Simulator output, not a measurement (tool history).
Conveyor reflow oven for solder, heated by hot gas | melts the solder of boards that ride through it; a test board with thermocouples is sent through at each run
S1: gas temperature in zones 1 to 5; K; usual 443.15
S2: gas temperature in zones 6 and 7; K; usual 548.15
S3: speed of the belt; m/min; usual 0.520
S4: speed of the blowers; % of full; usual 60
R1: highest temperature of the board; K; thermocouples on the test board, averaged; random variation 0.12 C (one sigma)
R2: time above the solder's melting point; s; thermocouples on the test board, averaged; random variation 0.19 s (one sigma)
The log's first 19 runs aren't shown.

Run 20, hour 168.5: usual settings but S1 436.15 K, S3 0.521 m/min, S4 79 % of full. Result: R1 536.25 K, R2 75.2 s.
Run 21, hour 174.6: usual settings but S1 436.15 K, S3 0.521 m/min, S4 79 % of full. Result: R1 536.25 K, R2 75.0 s.
Run 22, hour 185.6: usual settings but S1 450.15 K, S2 557.15 K, S3 0.612 m/min. Result: R1 537.75 K, R2 67.7 s.
Run 23, hour 195.8: usual settings but S1 450.15 K, S2 557.15 K, S3 0.612 m/min. Result: R1 537.75 K, R2 68.4 s.
Run 24, hour 207.3: usual settings but S2 543.15 K. Result: R1 529.55 K, R2 72.4 s.
Run 25, hour 215.7: usual settings but S2 543.15 K. Result: R1 529.45 K, R2 72.1 s.
Run 26, hour 225.4: usual settings but S1 452.15 K, S3 0.614 m/min, S4 54 % of full. Result: R1 528.65 K, R2 62.4 s.
Run 27, hour 232.3: usual settings but S1 431.15 K, S2 542.15 K, S4 50 % of full. Result: R1 524.55 K, R2 62.8 s.
Run 28, hour 238.0: usual settings but S1 440.15 K, S2 542.15 K, S4 67 % of full. Result: R1 529.15 K, R2 71.4 s.
Run 29, hour 248.0: usual settings but S1 451.15 K, S2 540.15 K, S3 0.528 m/min, S4 63 % of full. Result: R1 528.15 K, R2 73.4 s.
Run 30, hour 260.1: usual settings but S2 537.15 K, S3 0.534 m/min. Result: R1 523.25 K, R2 65.0 s.

Forecast each of these 4 alternatives for the next run:
Run A, hour 269.6: usual settings but S2 537.15 K, S3 0.497 m/min, S4 55 % of full. Result: R1 ?, R2 ?.
Run B, hour 269.6: usual settings but S1 447.15 K, S2 542.15 K, S4 56 % of full. Result: R1 ?, R2 ?.
Run C, hour 269.6: usual settings but S1 431.15 K, S2 544.15 K, S3 0.534 m/min, S4 77 % of full. Result: R1 ?, R2 ?.
Run D, hour 269.6: usual settings but S1 455.15 K, S2 537.15 K, S3 0.477 m/min, S4 52 % of full. Result: R1 ?, R2 ?.

run      R1    R2
  A  524.15  71.4
  B  528.25  73.0
  C  530.45  67.4
  D  526.65  82.9
Without the tool's hidden state the same runs would have given:
run      R1    R2
  A  524.85  71.9
  B  529.05  73.3
  C  531.95  68.4
  D  527.05  82.8

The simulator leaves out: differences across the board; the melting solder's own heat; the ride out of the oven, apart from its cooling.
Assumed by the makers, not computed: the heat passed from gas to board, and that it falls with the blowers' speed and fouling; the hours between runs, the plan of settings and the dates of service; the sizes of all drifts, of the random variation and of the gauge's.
